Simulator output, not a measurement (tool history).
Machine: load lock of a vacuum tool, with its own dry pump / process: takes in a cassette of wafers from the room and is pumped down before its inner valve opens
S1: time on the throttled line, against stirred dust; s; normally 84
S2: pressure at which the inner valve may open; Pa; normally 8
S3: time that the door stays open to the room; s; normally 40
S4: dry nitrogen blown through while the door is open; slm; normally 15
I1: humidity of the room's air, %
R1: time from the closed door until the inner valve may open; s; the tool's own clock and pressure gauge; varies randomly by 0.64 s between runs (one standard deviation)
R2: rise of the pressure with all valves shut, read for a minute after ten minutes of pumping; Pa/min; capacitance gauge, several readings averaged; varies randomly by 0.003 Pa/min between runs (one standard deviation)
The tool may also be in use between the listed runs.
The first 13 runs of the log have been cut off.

Run 14, hour 2409: usual settings but S2 14 Pa; I1 43.5. Result: R1 156.8 s, R2 0.619 Pa/min.
Run 15, hour 2531.2: usual settings but S2 6 Pa; I1 46.5. Result: R1 166.9 s, R2 0.632 Pa/min.
Run 16, hour 2682.4: usual settings but S2 6 Pa; I1 47.9. Result: R1 166.9 s, R2 0.661 Pa/min.
Run 17, hour 2889.5: usual settings but S3 148 s; I1 49.1. Result: R1 164 s, R2 0.687 Pa/min.
Run 18, hour 3111.3: usual settings but S2 14 Pa; I1 44.9. Result: R1 157.1 s, R2 0.693 Pa/min.
Run 19, hour 3252.4: usual settings but S2 14 Pa; I1 46.3. Result: R1 157.8 s, R2 0.698 Pa/min.
Run 20, hour 3465.1: usual settings but S1 94 s; I1 45.3. Result: R1 170.6 s, R2 0.717 Pa/min.
At hour 3554.6: door's seal changed, seat wiped.
Run 21, hour 3675.4: usual settings but S1 94 s; I1 42.2. Result: R1 170.7 s, R2 0.018 Pa/min.
Run 22, hour 3852.2: usual settings but S1 129 s, S3 62 s; I1 45.3. Result: R1 197.9 s, R2 0.025 Pa/min.
Run 23, hour 3999.8: usual settings but S1 129 s, S3 37 s; I1 45. Result: R1 197.6 s, R2 0.028 Pa/min.
Run 24, hour 4182.5: usual settings but S1 129 s, S3 37 s; I1 43.2. Result: R1 199.9 s, R2 0.025 Pa/min.
Run 25, hour 4351: usual settings but S1 129 s, S2 15 Pa, S3 37 s, S4 4 slm; I1 43. Result: R1 192.4 s, R2 0.04 Pa/min.
Run 26, hour 4483.4: usual settings but S1 129 s, S2 15 Pa, S3 37 s, S4 4 slm; I1 44.7. Result: R1 193.5 s, R2 0.04 Pa/min.
Run 27, hour 4634.2: usual settings but S1 142 s, S2 15 Pa, S3 56 s; I1 42.1. Result: R1 200.9 s, R2 0.038 Pa/min.
Run 28, hour 4859.4: usual settings but S1 142 s, S2 15 Pa, S3 56 s; I1 47.1. Result: R1 201.8 s, R2 0.054 Pa/min.
Run 29, hour 5049.5: usual settings but S4 17 slm; I1 45.6. Result: R1 164.3 s, R2 0.054 Pa/min.
Run 30, hour 5172.1: usual settings but S1 141 s, S3 62 s, S4 17 slm; I1 46.5. Result: R1 208.4 s, R2 0.061 Pa/min.
Run 31, hour 5316.1: usual settings but S1 141 s, S2 15 Pa, S3 35 s, S4 17 slm; I1 40.5. Result: R1 200.8 s, R2 0.061 Pa/min.
Run 32, hour 5557.5: usual settings but S3 132 s, S4 6 slm; I1 47.8. Result: R1 164.8 s, R2 0.086 Pa/min.
Run 33, hour 5746.4: usual settings but S3 132 s, S4 6 slm; I1 45.4. Result: R1 164.2 s, R2 0.091 Pa/min.
Run 34, hour 5880.3: usual settings but S3 132 s, S4 6 slm; I1 43. Result: R1 164.5 s, R2 0.093 Pa/min.
Run 35, hour 5981.8: usual settings but S2 14 Pa, S4 14 slm; I1 44.7. Result: R1 158.4 s, R2 0.088 Pa/min.
Run 36, hour 6228.2: usual settings but S2 14 Pa, S4 14 slm; I1 46.8. Result: R1 158.6 s, R2 0.099 Pa/min.

Each row is a separate what-if for the run after 36, all from the same tool condition, not one after another. Results?
Run A, hour 6354.2: usual settings but S1 167 s, S2 13 Pa; I1 46.7. Result: R1 ?, R2 ?.
Run B, hour 6354.2: usual settings but S2 14 Pa, S4 25 slm; I1 41.7. Result: R1 ?, R2 ?.
Run C, hour 6354.2: usual settings but S2 12 Pa, S4 6 slm; I1 44.6. Result: R1 ?, R2 ?.

run     R1     R2
  A  223.5  0.101
  B    159  0.091
  C  159.2  0.104
Stripped of hidden state, with their random variation kept, the same runs would have yielded:
run     R1     R2
  A  221.6  0.018
  B  156.1  0.009
  C  156.4  0.023
